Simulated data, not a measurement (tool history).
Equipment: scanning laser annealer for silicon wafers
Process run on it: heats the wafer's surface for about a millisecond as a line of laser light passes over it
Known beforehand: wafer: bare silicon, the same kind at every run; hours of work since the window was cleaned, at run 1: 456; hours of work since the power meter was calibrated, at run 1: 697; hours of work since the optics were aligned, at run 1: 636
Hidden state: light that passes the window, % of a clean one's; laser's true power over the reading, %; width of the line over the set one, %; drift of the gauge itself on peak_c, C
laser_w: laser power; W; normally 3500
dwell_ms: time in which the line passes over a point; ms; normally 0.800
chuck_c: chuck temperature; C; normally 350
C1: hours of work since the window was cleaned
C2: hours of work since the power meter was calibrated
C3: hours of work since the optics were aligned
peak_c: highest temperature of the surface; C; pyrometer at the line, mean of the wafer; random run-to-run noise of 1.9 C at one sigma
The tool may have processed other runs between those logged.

Run 1, hour 0.0: usual settings; C1 456; C2 697; C3 636. Result: peak_c 1073 C.
Run 2, hour 22.5: usual settings; C1 474; C2 715; C3 654. Result: peak_c 1069 C.
Run 3, hour 44.8: usual settings but chuck_c 371 C; C1 492; C2 733; C3 671. Result: peak_c 1093 C.
Run 4, hour 86.7: usual settings; C1 526; C2 767; C3 705. Result: peak_c 1071 C.
Run 5, hour 118.5: usual settings; C1 551; C2 792; C3 730. Result: peak_c 1066 C.
Run 6, hour 148.4: usual settings; C1 575; C2 816; C3 754. Result: peak_c 1066 C.
Run 7, hour 188.8: usual settings; C1 607; C2 848; C3 787. Result: peak_c 1064 C.
Run 8, hour 228.9: usual settings; C1 639; C2 880; C3 819. Result: peak_c 1066 C.
Run 9, hour 275.2: usual settings; C1 676; C2 917; C3 856. Result: peak_c 1061 C.
Run 10, hour 300.8: usual settings; C1 697; C2 938; C3 876. Result: peak_c 1059 C.
Run 11, hour 334.7: usual settings; C1 724; C2 965; C3 903. Result: peak_c 1060 C.
Run 12, hour 386.2: usual settings but laser_w 3776 W; C1 765; C2 1006; C3 944. Result: peak_c 1111 C.
Run 13, hour 434.3: usual settings but dwell_ms 0.911 ms; C1 803; C2 1044; C3 983. Result: peak_c 1098 C.
Run 14, hour 478.9: usual settings but dwell_ms 0.911 ms; C1 839; C2 1080; C3 1018. Result: peak_c 1094 C.
At hour 510.4: window over the wafer cleaned.
Run 15, hour 510.4: usual settings but dwell_ms 0.911 ms, chuck_c 380 C; C1 0; C2 1104; C3 1042. Result: peak_c 1160 C.
Run 16, hour 547.6: usual settings but dwell_ms 0.911 ms, chuck_c 317 C; C1 30; C2 1133; C3 1072. Result: peak_c 1096 C.
Run 17, hour 581.3: usual settings but dwell_ms 0.911 ms, chuck_c 317 C; C1 57; C2 1160; C3 1099. Result: peak_c 1099 C.

What does the tool deliver on the next run?
Run 18, hour 606.4: usual settings but laser_w 3780 W, dwell_ms 0.640 ms, chuck_c 317 C; C1 77; C2 1180; C3 1119. Result: peak_c ?.

Run 18 came out at peak_c 1031 C.
With no hidden state in the tool, this same run would have given peak_c 1043 C.

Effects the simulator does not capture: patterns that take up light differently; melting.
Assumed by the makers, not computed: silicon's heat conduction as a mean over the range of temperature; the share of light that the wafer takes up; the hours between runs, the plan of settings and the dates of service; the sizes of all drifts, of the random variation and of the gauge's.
